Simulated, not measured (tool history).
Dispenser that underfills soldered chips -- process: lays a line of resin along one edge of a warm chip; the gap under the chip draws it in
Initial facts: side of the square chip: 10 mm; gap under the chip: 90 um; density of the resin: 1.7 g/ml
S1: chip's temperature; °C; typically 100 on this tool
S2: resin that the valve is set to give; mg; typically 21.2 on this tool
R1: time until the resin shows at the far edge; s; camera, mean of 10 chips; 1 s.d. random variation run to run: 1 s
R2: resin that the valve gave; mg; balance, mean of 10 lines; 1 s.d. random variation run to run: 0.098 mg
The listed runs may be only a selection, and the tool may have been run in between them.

run 1 hour=0.0 | S1=100 S2=21.2 | R1=103.6 R2=20.58
run 2 hour=4.0 | S1=100 S2=21.2 | R1=118.6 R2=20.64
run 3 hour=7.8 | S1=100 S2=21.2 | R1=136.7 R2=20.60
run 4 hour=12.0 | S1=100 S2=21.2 | R1=104.8 R2=20.57
run 5 hour=17.0 | S1=100 S2=21.2 | R1=126.2 R2=20.30
run 6 hour=20.2 | S1=100 S2=21.2 | R1=142.9 R2=20.46
run 7 hour=23.6 | S1=100 S2=21.2 | R1=108.7 R2=20.22
run 8 hour=28.4 | S1=100 S2=21.2 | R1=124.7 R2=20.16
run 9 hour=31.0 | S1=100 S2=21.2 | R1=136.6 R2=20.21
run 10 hour=33.6 | S1=100 S2=21.2 | R1=97.4 R2=20.18
run 11 hour=38.8 | S1=100 S2=25.3 | R1=109.3 R2=25.23
run 12 hour=42.7 | S1=86 S2=21.2 | R1=196.0 R2=21.11
run 13 hour=47.8 | S1=86 S2=23.0 | R1=155.1 R2=22.93
run 14 hour=51.3 | S1=103 S2=21.2 | R1=111.9 R2=20.99
run 15 hour=56.3 | S1=103 S2=21.2 | R1=132.8 R2=20.94
run 16 hour=59.8 | S1=103 S2=21.2 | R1=99.9 R2=20.81
run 17 hour=64.1 | S1=103 S2=21.2 | R1=117.9 R2=20.97
run 18 hour=68.5 | S1=103 S2=21.2 | R1=90.8 R2=20.79
run 19 hour=72.2 | S1=103 S2=21.2 | R1=103.3 R2=20.88
run 20 hour=76.6 | S1=95 S2=22.8 | R1=146.6 R2=22.35
run 21 hour=79.5 | S1=95 S2=22.8 | R1=166.9 R2=22.33
run 22 hour=82.4 | S1=90 S2=21.4 | R1=144.7 R2=20.95
run 23 hour=87.0 | S1=90 S2=21.4 | R1=171.7 R2=20.84
run 24 hour=89.4 | S1=90 S2=21.4 | R1=182.9 R2=20.54
run 25 hour=93.0 | S1=109 S2=21.4 | R1=81.4 R2=20.76
run 26 hour=98.0 | S1=94 S2=19.2 | R1=151.2 R2=18.68
run 27 hour=100.5 | S1=88 S2=21.2 | R1=191.8 R2=20.54
run 28 hour=103.8 | S1=111 S2=26.0 | R1=72.0 R2=25.09
run 29 hour=107.0 | S1=93 S2=21.1 | R1=138.3 R2=20.13
run 30 hour=109.5 | S1=101 S2=20.0 | R1=123.6 R2=19.20
run 31 hour=114.8 | S1=106 S2=23.4 | R1=82.4 R2=22.33
run 32 hour=118.4 | S1=106 S2=23.4 | R1=91.9 R2=22.28
run 33 hour=122.9 | S1=106 S2=23.4 | R1=109.2 R2=22.25
run 34 hour=127.1 | S1=106 S2=23.4 | R1=86.3 R2=22.22
run 35 hour=129.4 | S1=104 S2=20.6 | R1=101.5 R2=19.65

Withheld: 12 entries from between the runs. Position of each, and hidden state at the listed run before versus the listed run after:
In the gap between runs 3 and 4: new syringe of resin (hour 9.9)
  resin's viscosity, % of fresh resin's: 140.2 -> 107.3; dose that the valve gives, % of what is set: 96.49 -> 96.28; true chip temperature over the reading, C: -0.42 -> -0.43
  the result without the hidden state subtracted from the measured one, R1: +40.8 -> +9.2 s; R2: -0.75 -> -0.79 mg
In the gap between runs 6 and 7: new syringe of resin (hour 21.7)
  resin's viscosity, % of fresh resin's: 143.3 -> 108.1; dose that the valve gives, % of what is set: 95.83 -> 95.65; true chip temperature over the reading, C: -0.46 -> -0.47
  the result without the hidden state subtracted from the measured one, R1: +45.5 -> +10.5 s; R2: -0.89 -> -0.91 mg
In the gap between runs 9 and 10: new syringe of resin (hour 33.3)
  resin's viscosity, % of fresh resin's: 140.5 -> 99.2; dose that the valve gives, % of what is set: 95.29 -> 95.16; true chip temperature over the reading, C: -0.49 -> -0.5
  the result without the hidden state subtracted from the measured one, R1: +41.7 -> +1.8 s; R2: -1.00 -> -1.03 mg
In the gap between runs 10 and 11: dispensing valve cleaned and set on the balance (hour 36.0)
  resin's viscosity, % of fresh resin's: 99.2 -> 115.4; dose that the valve gives, % of what is set: 95.16 -> 99.83; true chip temperature over the reading, C: -0.5 -> -0.52
  the result without the hidden state subtracted from the measured one, R1: +1.8 -> +15.9 s; R2: -1.03 -> -0.05 mg
In the gap between runs 12 and 13: new syringe of resin (hour 45.7)
  resin's viscosity, % of fresh resin's: 132.6 -> 108; dose that the valve gives, % of what is set: 99.63 -> 99.37; true chip temperature over the reading, C: -0.53 -> -0.55
  the result without the hidden state subtracted from the measured one, R1: +50.8 -> +14.0 s; R2: -0.08 -> -0.14 mg
In the gap between runs 15 and 16: new syringe of resin (hour 57.1)
  resin's viscosity, % of fresh resin's: 145.9 -> 112.2; dose that the valve gives, % of what is set: 98.91 -> 98.74; true chip temperature over the reading, C: -0.58 -> -0.59
  the result without the hidden state subtracted from the measured one, R1: +43.4 -> +12.6 s; R2: -0.23 -> -0.27 mg
In the gap between runs 17 and 18: new syringe of resin (hour 68.5)
  resin's viscosity, % of fresh resin's: 130.8 -> 99.7; dose that the valve gives, % of what is set: 98.49 -> 98.28; true chip temperature over the reading, C: -0.61 -> -0.62
  the result without the hidden state subtracted from the measured one, R1: +29.6 -> +1.6 s; R2: -0.32 -> -0.36 mg
In the gap between runs 21 and 22: new syringe of resin (hour 80.1)
  resin's viscosity, % of fresh resin's: 147.5 -> 108.8; dose that the valve gives, % of what is set: 97.71 -> 97.58; true chip temperature over the reading, C: -0.66 -> -0.67
  the result without the hidden state subtracted from the measured one, R1: +56.2 -> +15.1 s; R2: -0.52 -> -0.52 mg
In the gap between runs 24 and 25: new syringe of resin (hour 91.7)
  resin's viscosity, % of fresh resin's: 139.8 -> 105; dose that the valve gives, % of what is set: 97.22 -> 97.03; true chip temperature over the reading, C: -0.69 -> -0.7
  the result without the hidden state subtracted from the measured one, R1: +55.5 -> +5.9 s; R2: -0.59 -> -0.64 mg
In the gap between runs 27 and 28: new syringe of resin (hour 103.3)
  resin's viscosity, % of fresh resin's: 137.2 -> 102; dose that the valve gives, % of what is set: 96.63 -> 96.48; true chip temperature over the reading, C: -0.73 -> -0.74
  the result without the hidden state subtracted from the measured one, R1: +56.2 -> +3.0 s; R2: -0.71 -> -0.91 mg
In the gap between runs 30 and 31: new syringe of resin (hour 114.8)
  resin's viscosity, % of fresh resin's: 124.6 -> 99.2; dose that the valve gives, % of what is set: 96.19 -> 95.92; true chip temperature over the reading, C: -0.76 -> -0.78
  the result without the hidden state subtracted from the measured one, R1: +27.6 -> +1.6 s; R2: -0.76 -> -0.95 mg
In the gap between runs 33 and 34: new syringe of resin (hour 126.3)
  resin's viscosity, % of fresh resin's: 132.3 -> 103.9; dose that the valve gives, % of what is set: 95.49 -> 95.3; true chip temperature over the reading, C: -0.8 -> -0.82
  the result without the hidden state subtracted from the measured one, R1: +29.0 -> +5.6 s; R2: -1.05 -> -1.10 mg
